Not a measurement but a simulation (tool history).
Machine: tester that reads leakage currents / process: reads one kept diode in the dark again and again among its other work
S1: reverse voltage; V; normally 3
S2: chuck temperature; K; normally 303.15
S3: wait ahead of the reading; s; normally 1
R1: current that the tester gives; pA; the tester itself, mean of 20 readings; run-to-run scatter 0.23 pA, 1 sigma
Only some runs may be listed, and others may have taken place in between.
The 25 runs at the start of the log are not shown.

run 26 day=94.438 | S1=14.48 S2=303.15 S3=1 | R1=180.47
-- day=97.658 chuck's temperature calibrated
run 27 day=98.438 | S1=2.03 S2=297.15 S3=1.15 | R1=38.41
run 28 day=101.075 | S1=2.03 S2=297.15 S3=1.15 | R1=38.55
run 29 day=104.262 | S1=2.17 S2=297.15 S3=3.47 | R1=39.8
run 30 day=108.625 | S1=1.6 S2=294.15 S3=0.43 | R1=28.03
run 31 day=111.292 | S1=1.99 S2=305.15 S3=0.31 | R1=79.15
run 32 day=113.592 | S1=1.99 S2=305.15 S3=0.31 | R1=79.79
run 33 day=116.442 | S1=1.99 S2=305.15 S3=0.31 | R1=80.72
run 34 day=120.204 | S1=1.99 S2=305.15 S3=0.31 | R1=81.22
run 35 day=123.275 | S1=1.02 S2=305.15 S3=0.86 | R1=61.3
run 36 day=127.154 | S1=3.45 S2=296.15 S3=0.82 | R1=48.55
run 37 day=132.538 | S1=3.45 S2=296.15 S3=0.82 | R1=49.34
run 38 day=135.167 | S1=3.45 S2=296.15 S3=0.82 | R1=49.47
run 39 day=140.108 | S1=3 S2=303.15 S3=0.56 | R1=84.96
run 40 day=143.183 | S1=3.01 S2=301.15 S3=0.56 | R1=73.49

Predict each of these 4 candidate next runs independently; none follows another, all start after run 40:
run A day=146.375 | S1=4.51 S2=298.15 S3=0.63 | R1=?
run B day=146.375 | S1=6.41 S2=301.15 S3=0.81 | R1=?
run C day=146.375 | S1=3 S2=303.15 S3=0.63 | R1=?
run D day=146.375 | S1=2.17 S2=310.15 S3=4.08 | R1=?

run=A R1=68.52
run=B R1=102.01
run=C R1=86.71
run=D R1=131.9
Without the tool's unlogged condition, the same runs would have read:
run=A R1=58.4
run=B R1=87.23
run=C R1=75.63
run=D R1=116.84
